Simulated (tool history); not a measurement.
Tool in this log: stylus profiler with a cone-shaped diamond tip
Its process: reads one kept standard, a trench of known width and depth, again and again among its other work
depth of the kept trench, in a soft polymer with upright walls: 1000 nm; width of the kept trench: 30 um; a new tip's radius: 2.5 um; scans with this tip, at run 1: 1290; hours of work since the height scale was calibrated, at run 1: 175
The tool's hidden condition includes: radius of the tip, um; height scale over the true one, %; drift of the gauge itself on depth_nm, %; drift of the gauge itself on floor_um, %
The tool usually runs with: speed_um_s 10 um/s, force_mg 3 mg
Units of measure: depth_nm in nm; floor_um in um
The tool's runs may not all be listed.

| run | day | speed_um_s | force_mg | scans with this tip | hours of work since the height scale was calibrated | depth_nm | floor_um |
|---|---|---|---|---|---|---|---|
| 1 | 0 | 10 | 3 | 1290 | 175 | 1019.38 | 25.38 |
| 2 | 2.371 | 10 | 3 | 1587 | 216 | 1019.38 | 25.33 |
| 3 | 5 | 10 | 3 | 1917 | 261 | 1019.23 | 25.11 |
| 4 | 7.842 | 2 | 3 | 2273 | 309 | 1019.86 | 25.08 |
| 5 | 11.817 | 2 | 3 | 2772 | 377 | 1019.9 | 24.82 |
| 6 | 14.929 | 2 | 3 | 3162 | 430 | 1020.15 | 24.76 |
| 7 | 17.142 | 2 | 2.96 | 3440 | 467 | 1020.04 | 24.7 |
| 8 | 20.221 | 10 | 1.32 | 3826 | 520 | 1013.19 | 24.51 |
| 9 | 24.492 | 10 | 1.32 | 4362 | 593 | 1012.84 | 24.35 |
| 10 | 27.817 | 11 | 3 | 4779 | 649 | 1020.69 | 24.25 |
| 11 | 32.342 | 11 | 3 | 5346 | 727 | 1021.1 | 24.08 |
| 12 | 35.496 | 10 | 2.87 | 5742 | 780 | 1021.15 | 23.9 |
| 13 | 37.371 | 10 | 2.87 | 5977 | 812 | 1021.19 | 23.9 |
| 14 | 40.796 | 10 | 2.87 | 6407 | 871 | 1021.64 | 23.74 |
|  | 41.179 | height scale calibrated on a step standard |
| 15 | 45.338 | 10 | 3 | 6974 | 71 | 1024.35 | 23.65 |
| 16 | 47.708 | 10 | 3 | 7271 | 111 | 1024.26 | 23.58 |
| 17 | 52.175 | 10 | 3 | 7831 | 187 | 1024.75 | 23.41 |
| 18 | 56.146 | 10 | 3 | 8329 | 255 | 1024.95 | 23.28 |
| 19 | 59.217 | 23 | 1.26 | 8714 | 307 | 1016.88 | 23.09 |
| 20 | 61.242 | 9 | 1.33 | 8968 | 342 | 1017.88 | 23.15 |
| 21 | 64.417 | 23 | 4.35 | 9367 | 396 | 1030.69 | 22.97 |
|  | 66.883 | height scale calibrated on a step standard, once more |
| 22 | 67.517 | 30 | 2.91 | 9753 | 11 | 1017.83 | 22.87 |
| 23 | 71.054 | 30 | 2.91 | 10197 | 71 | 1018.28 | 22.8 |
| 24 | 74.608 | 30 | 2.91 | 10642 | 132 | 1018.32 | 22.62 |
| 25 | 77.233 | 30 | 2.91 | 10972 | 176 | 1018.36 | 22.58 |
| 26 | 80.196 | 2 | 2.1 | 11343 | 227 | 1015.18 | 22.6 |
| 27 | 82.217 | 17 | 3.1 | 11597 | 261 | 1020.05 | 22.48 |
| 28 | 85.942 | 23 | 6.34 | 12064 | 325 | 1031.43 | 22.37 |
|  | 87.858 | new tip fitted, height scale calibrated |
| 29 | 89.775 | 3 | 6.23 | 240 | 33 | 1030.09 | 25.85 |
| 30 | 91.954 | 6 | 3 | 513 | 70 | 1018.39 | 25.71 |
| 31 | 94.962 | 5 | 6.95 | 891 | 121 | 1032.43 | 25.65 |
| 32 | 98.846 | 38 | 6.5 | 1378 | 187 | 1031.43 | 25.39 |
| 33 | 102.367 | 7 | 6.91 | 1820 | 247 | 1032.9 | 25.26 |

Predict each of these 4 candidate next runs independently; none follows another, all start after run 33:
| A | 106.004 | 7 | 6.81 | 2276 | 309 | ? | ? |
| B | 106.004 | 14 | 8.65 | 2276 | 309 | ? | ? |
| C | 106.004 | 15 | 3 | 2276 | 309 | ? | ? |
| D | 106.004 | 3 | 1.23 | 2276 | 309 | ? | ? |

| run | depth_nm | floor_um |
|---|---|---|
| A | 1032.43 | 25.05 |
| B | 1037.75 | 25.05 |
| C | 1019.15 | 25.03 |
| D | 1011.33 | 25.05 |
Take away the tool's hidden state, keep each run's random variation, and the runs would have read:
| run | depth_nm | floor_um |
|---|---|---|
| A | 1031.09 | 25.95 |
| B | 1036.4 | 25.95 |
| C | 1017.83 | 25.93 |
| D | 1010.02 | 25.96 |

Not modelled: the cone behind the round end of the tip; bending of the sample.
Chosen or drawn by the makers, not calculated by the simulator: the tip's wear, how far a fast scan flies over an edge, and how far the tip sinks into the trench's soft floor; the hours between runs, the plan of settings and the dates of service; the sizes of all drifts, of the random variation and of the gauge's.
